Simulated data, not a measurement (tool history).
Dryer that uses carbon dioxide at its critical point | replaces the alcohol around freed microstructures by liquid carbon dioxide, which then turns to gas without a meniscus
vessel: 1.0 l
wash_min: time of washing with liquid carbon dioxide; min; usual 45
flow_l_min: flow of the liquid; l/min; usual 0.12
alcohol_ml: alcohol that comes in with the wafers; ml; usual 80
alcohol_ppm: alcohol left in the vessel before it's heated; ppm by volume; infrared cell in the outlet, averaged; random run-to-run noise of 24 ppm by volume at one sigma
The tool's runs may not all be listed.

run,hour,wash_min,flow_l_min,alcohol_ml,alcohol_ppm
1,0,45,0.12,80,1929
2,10,45,0.12,80,1952
3,20.2,45,0.12,80,1950
4,32,45,0.12,80,1926
5,41.9,45,0.12,80,1993
6,57,45,0.12,80,2003
7,67.4,45,0.12,80,1941
8,81.4,45,0.119,80,2022
9,96.8,45,0.08,80,7040
10,112.7,45,0.08,80,6909
11,128.7,63,0.133,65,272
# hour 132.3: inlet filter changed
12,143.7,37,0.111,93,5020
13,153.5,31,0.076,93,17337
14,167.7,45,0.121,46,990

Forecast each of these 4 alternatives for the next run:
A,180.1,60,0.15,31,?
B,180.1,45,0.082,39,?
C,180.1,51,0.116,22,?
D,180.1,45,0.12,113,?

run,alcohol_ppm
A,115
B,2928
C,371
D,2394
With the hidden condition removed and each run's random variation left untouched, the same runs would have given:
run,alcohol_ppm
A,48
B,2785
C,294
D,2237
